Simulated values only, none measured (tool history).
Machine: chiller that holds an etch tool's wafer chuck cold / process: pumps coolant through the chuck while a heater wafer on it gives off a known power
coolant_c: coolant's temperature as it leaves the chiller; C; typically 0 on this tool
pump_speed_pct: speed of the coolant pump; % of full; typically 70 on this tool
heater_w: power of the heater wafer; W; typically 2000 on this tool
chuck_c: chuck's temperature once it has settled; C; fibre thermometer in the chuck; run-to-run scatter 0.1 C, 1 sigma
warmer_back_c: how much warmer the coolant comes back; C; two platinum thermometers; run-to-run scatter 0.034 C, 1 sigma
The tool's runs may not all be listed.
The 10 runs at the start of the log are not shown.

{"run": 11, "hour": 595.9, "coolant_c": 5, "pump_speed_pct": 70, "heater_w": 2000, "chuck_c": 21.5, "warmer_back_c": 5.29}
{"run": 12, "hour": 644.7, "coolant_c": 5, "pump_speed_pct": 70, "heater_w": 2000, "chuck_c": 21.6, "warmer_back_c": 5.32}
{"run": 13, "hour": 683.7, "coolant_c": 5, "pump_speed_pct": 70, "heater_w": 2000, "chuck_c": 21.6, "warmer_back_c": 5.28}
{"run": 14, "hour": 732.0, "coolant_c": 5, "pump_speed_pct": 70, "heater_w": 2000, "chuck_c": 21.4, "warmer_back_c": 5.39}
{"run": 15, "hour": 785.7, "coolant_c": 0, "pump_speed_pct": 70, "heater_w": 2000, "chuck_c": 16.6, "warmer_back_c": 5.35}
{"run": 16, "hour": 869.2, "coolant_c": 0, "pump_speed_pct": 70, "heater_w": 2000, "chuck_c": 16.5, "warmer_back_c": 5.44}
{"run": 17, "hour": 910.8, "coolant_c": -1, "pump_speed_pct": 68, "heater_w": 2397, "chuck_c": 19.2, "warmer_back_c": 6.6}
{"run": 18, "hour": 945.5, "coolant_c": -1, "pump_speed_pct": 82, "heater_w": 1119, "chuck_c": 7.2, "warmer_back_c": 2.83}
{"hour": 957.3, "done": "gauge calibrated"}
{"run": 19, "hour": 1020.7, "coolant_c": -4, "pump_speed_pct": 70, "heater_w": 2469, "chuck_c": 16.5, "warmer_back_c": 6.27}
{"run": 20, "hour": 1062.9, "coolant_c": -4, "pump_speed_pct": 70, "heater_w": 2469, "chuck_c": 16.4, "warmer_back_c": 6.33}
{"run": 21, "hour": 1121.2, "coolant_c": -10, "pump_speed_pct": 70, "heater_w": 1335, "chuck_c": 1.0, "warmer_back_c": 3.46}
{"run": 22, "hour": 1201.4, "coolant_c": -2, "pump_speed_pct": 82, "heater_w": 2640, "chuck_c": 17.2, "warmer_back_c": 5.78}
{"run": 23, "hour": 1279.2, "coolant_c": 0, "pump_speed_pct": 97, "heater_w": 1528, "chuck_c": 9.9, "warmer_back_c": 2.89}
{"run": 24, "hour": 1354.3, "coolant_c": -7, "pump_speed_pct": 61, "heater_w": 1373, "chuck_c": 5.9, "warmer_back_c": 4.11}
{"run": 25, "hour": 1422.9, "coolant_c": 0, "pump_speed_pct": 70, "heater_w": 2000, "chuck_c": 16.6, "warmer_back_c": 5.2}
{"run": 26, "hour": 1494.1, "coolant_c": 0, "pump_speed_pct": 70, "heater_w": 2000, "chuck_c": 16.5, "warmer_back_c": 5.22}
{"run": 27, "hour": 1552.3, "coolant_c": -7, "pump_speed_pct": 97, "heater_w": 1514, "chuck_c": 2.5, "warmer_back_c": 2.95}
{"run": 28, "hour": 1623.1, "coolant_c": 0, "pump_speed_pct": 74, "heater_w": 1406, "chuck_c": 11.1, "warmer_back_c": 3.61}
{"run": 29, "hour": 1664.3, "coolant_c": 6, "pump_speed_pct": 74, "heater_w": 1453, "chuck_c": 17.5, "warmer_back_c": 3.72}
{"run": 30, "hour": 1730.1, "coolant_c": 6, "pump_speed_pct": 72, "heater_w": 1453, "chuck_c": 17.9, "warmer_back_c": 3.9}
{"run": 31, "hour": 1810.6, "coolant_c": 5, "pump_speed_pct": 77, "heater_w": 2000, "chuck_c": 20.4, "warmer_back_c": 4.93}
{"run": 32, "hour": 1846.1, "coolant_c": -8, "pump_speed_pct": 96, "heater_w": 1586, "chuck_c": 2.1, "warmer_back_c": 3.27}

Forecast each of these 4 alternatives for the next run:
{"run": "A", "hour": 1909.1, "coolant_c": 0, "pump_speed_pct": 70, "heater_w": 1757, "chuck_c": "?", "warmer_back_c": "?"}
{"run": "B", "hour": 1909.1, "coolant_c": 0, "pump_speed_pct": 70, "heater_w": 1318, "chuck_c": "?", "warmer_back_c": "?"}
{"run": "C", "hour": 1909.1, "coolant_c": 9, "pump_speed_pct": 67, "heater_w": 2036, "chuck_c": "?", "warmer_back_c": "?"}
{"run": "D", "hour": 1909.1, "coolant_c": 0, "pump_speed_pct": 65, "heater_w": 1737, "chuck_c": "?", "warmer_back_c": "?"}

run=A chuck_c=14.4 warmer_back_c=4.77
run=B chuck_c=10.8 warmer_back_c=3.67
run=C chuck_c=26.6 warmer_back_c=5.74
run=D chuck_c=15.4 warmer_back_c=5.06
With no hidden state in the tool, these same runs would have given:
run=A chuck_c=14.4 warmer_back_c=4.41
run=B chuck_c=10.8 warmer_back_c=3.32
run=C chuck_c=26.5 warmer_back_c=5.38
run=D chuck_c=15.4 warmer_back_c=4.70

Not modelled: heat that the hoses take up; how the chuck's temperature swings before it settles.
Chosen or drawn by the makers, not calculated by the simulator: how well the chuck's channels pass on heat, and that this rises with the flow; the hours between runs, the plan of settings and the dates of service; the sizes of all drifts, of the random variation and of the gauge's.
